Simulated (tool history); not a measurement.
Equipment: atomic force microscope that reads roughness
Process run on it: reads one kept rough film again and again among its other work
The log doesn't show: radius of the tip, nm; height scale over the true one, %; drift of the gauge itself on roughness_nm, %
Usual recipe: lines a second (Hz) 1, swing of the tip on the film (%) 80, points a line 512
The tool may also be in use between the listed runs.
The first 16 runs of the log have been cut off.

| run | hour | lines a second (Hz) | swing of the tip on the film (%) | points a line | pictures with this tip | hours of work since the height scale was calibrated | roughness of the kept film (nm (root mean square)) |
|---|---|---|---|---|---|---|---|
|  | 100.1 | new tip fitted |
| 17 | 103.8 | 1 | 80 | 338 | 6 | 13 | 2.752 |
| 18 | 110.7 | 1 | 80 | 512 | 18 | 18 | 2.74 |
| 19 | 116.5 | 1 | 80 | 258 | 28 | 22 | 2.644 |
| 20 | 123.9 | 1 | 59 | 258 | 40 | 27 | 2.709 |
| 21 | 130.1 | 1 | 59 | 258 | 51 | 31 | 2.668 |
| 22 | 137.4 | 3.38 | 80 | 507 | 63 | 36 | 2.289 |
| 23 | 142.9 | 2.08 | 75 | 605 | 72 | 39 | 2.435 |
| 24 | 150.3 | 2.08 | 75 | 279 | 85 | 44 | 2.391 |
| 25 | 155.6 | 2.08 | 59 | 1020 | 94 | 48 | 2.517 |
| 26 | 160 | 3.28 | 58 | 1020 | 101 | 50 | 2.452 |
| 27 | 164.2 | 3.28 | 58 | 1020 | 108 | 53 | 2.429 |
| 28 | 171.1 | 3.28 | 58 | 1020 | 120 | 58 | 2.395 |
|  | 179 | new tip fitted |
| 29 | 180.9 | 1 | 85 | 512 | 3 | 64 | 2.727 |
| 30 | 185.3 | 1 | 85 | 512 | 10 | 67 | 2.716 |
| 31 | 189.3 | 1 | 85 | 512 | 17 | 69 | 2.693 |
| 32 | 194 | 2.14 | 80 | 342 | 25 | 72 | 2.554 |
| 33 | 199.4 | 2.51 | 63 | 342 | 34 | 76 | 2.652 |
| 34 | 205 | 0.58 | 56 | 410 | 44 | 80 | 2.733 |
| 35 | 211.7 | 1 | 68 | 552 | 55 | 84 | 2.641 |
| 36 | 216.7 | 0.88 | 86 | 358 | 64 | 87 | 2.518 |
| 37 | 224.6 | 0.88 | 86 | 358 | 77 | 93 | 2.485 |
| 38 | 232.8 | 0.88 | 86 | 358 | 91 | 98 | 2.426 |
| 39 | 240.8 | 0.88 | 86 | 358 | 104 | 103 | 2.378 |
| 40 | 246.6 | 2.89 | 70 | 463 | 114 | 107 | 2.299 |
| 41 | 252.1 | 2.89 | 70 | 463 | 124 | 111 | 2.275 |

What if the next run were any one of these 5? Each begins from the tool's condition after run 41:
|  | 258.2 | new tip fitted |
| A | 258.6 | 2.89 | 67 | 463 | 1 | 115 | ? |
|  | 258.2 | new tip fitted |
| B | 258.6 | 1.07 | 70 | 609 | 1 | 115 | ? |
|  | 258.2 | new tip fitted |
| C | 258.6 | 2.23 | 59 | 419 | 1 | 115 | ? |
|  | 258.2 | new tip fitted |
| D | 258.6 | 2.55 | 80 | 512 | 1 | 115 | ? |
|  | 258.2 | new tip fitted |
| E | 258.6 | 2.42 | 70 | 317 | 1 | 115 | ? |

| run | roughness of the kept film (nm (root mean square)) |
|---|---|
| A | 2.737 |
| B | 2.856 |
| C | 2.862 |
| D | 2.595 |
| E | 2.719 |
With no hidden state in the tool, these same runs would have given:
| run | roughness of the kept film (nm (root mean square)) |
|---|---|
| A | 2.748 |
| B | 2.868 |
| C | 2.874 |
| D | 2.606 |
| E | 2.73 |
